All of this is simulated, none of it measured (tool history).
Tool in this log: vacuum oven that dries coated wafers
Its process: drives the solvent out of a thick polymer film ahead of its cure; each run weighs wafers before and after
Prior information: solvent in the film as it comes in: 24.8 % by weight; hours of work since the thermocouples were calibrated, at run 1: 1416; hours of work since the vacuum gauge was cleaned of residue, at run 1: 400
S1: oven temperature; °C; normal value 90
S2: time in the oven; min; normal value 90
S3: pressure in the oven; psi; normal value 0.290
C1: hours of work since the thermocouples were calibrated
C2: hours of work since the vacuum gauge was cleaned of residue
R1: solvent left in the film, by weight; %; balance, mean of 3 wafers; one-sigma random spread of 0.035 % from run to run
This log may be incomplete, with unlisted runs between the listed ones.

| run | hour | S1 | S2 | S3 | C1 | C2 | R1 |
|---|---|---|---|---|---|---|---|
| 1 | 0.0 | 90 | 90 | 0.290 | 1416 | 400 | 5.07 |
| 2 | 45.4 | 90 | 90 | 0.290 | 1440 | 424 | 5.06 |
| 3 | 99.1 | 102 | 90 | 0.290 | 1469 | 453 | 1.46 |
| 4 | 149.8 | 102 | 90 | 0.621 | 1495 | 479 | 2.02 |
| 5 | 186.8 | 90 | 84 | 0.290 | 1515 | 499 | 5.43 |
|  | 241.7 | oven's thermocouples calibrated |
| 6 | 251.7 | 90 | 84 | 0.290 | 5 | 532 | 6.07 |
| 7 | 302.2 | 90 | 84 | 0.290 | 32 | 559 | 5.94 |
| 8 | 342.8 | 90 | 84 | 0.290 | 53 | 580 | 5.97 |
| 9 | 387.8 | 84 | 90 | 0.290 | 77 | 604 | 8.16 |
| 10 | 425.2 | 84 | 90 | 0.290 | 97 | 623 | 8.23 |
| 11 | 459.2 | 84 | 90 | 0.290 | 115 | 641 | 8.17 |
| 12 | 498.2 | 90 | 90 | 0.290 | 135 | 662 | 5.50 |
| 13 | 529.9 | 90 | 90 | 0.290 | 152 | 679 | 5.47 |
| 14 | 589.7 | 90 | 69 | 0.290 | 183 | 710 | 7.32 |
| 15 | 655.5 | 90 | 69 | 0.290 | 218 | 745 | 7.34 |
| 16 | 690.1 | 90 | 69 | 0.290 | 236 | 763 | 7.32 |
| 17 | 722.6 | 90 | 76 | 0.190 | 254 | 780 | 6.39 |
| 18 | 775.3 | 90 | 76 | 0.190 | 281 | 808 | 6.41 |
| 19 | 845.9 | 90 | 59 | 0.321 | 319 | 845 | 8.42 |
| 20 | 903.7 | 85 | 69 | 0.951 | 349 | 876 | 10.90 |
| 21 | 973.1 | 85 | 69 | 0.951 | 386 | 912 | 10.95 |
| 22 | 1024.9 | 104 | 90 | 0.381 | 413 | 940 | 1.45 |
| 23 | 1075.7 | 104 | 90 | 0.228 | 440 | 966 | 1.20 |
| 24 | 1124.2 | 89 | 90 | 0.862 | 465 | 992 | 7.14 |
| 25 | 1158.6 | 86 | 52 | 0.205 | 483 | 1010 | 10.84 |
| 26 | 1227.8 | 90 | 90 | 0.834 | 520 | 1047 | 6.57 |
| 27 | 1264.7 | 87 | 74 | 0.167 | 539 | 1066 | 7.81 |

For each entry between runs, how does the tool's hidden state at the last listed run before it compare with that at the first listed run after it?
From run 5 to run 6: oven's thermocouples calibrated (hour 241.7)
  true wafer temperature over the reading, C: 1.14 -> -0.1; true pressure over the reading, kPa: 0.06 -> 0.066
  measured minus no-state result, R1: -0.47 -> +0.07 %
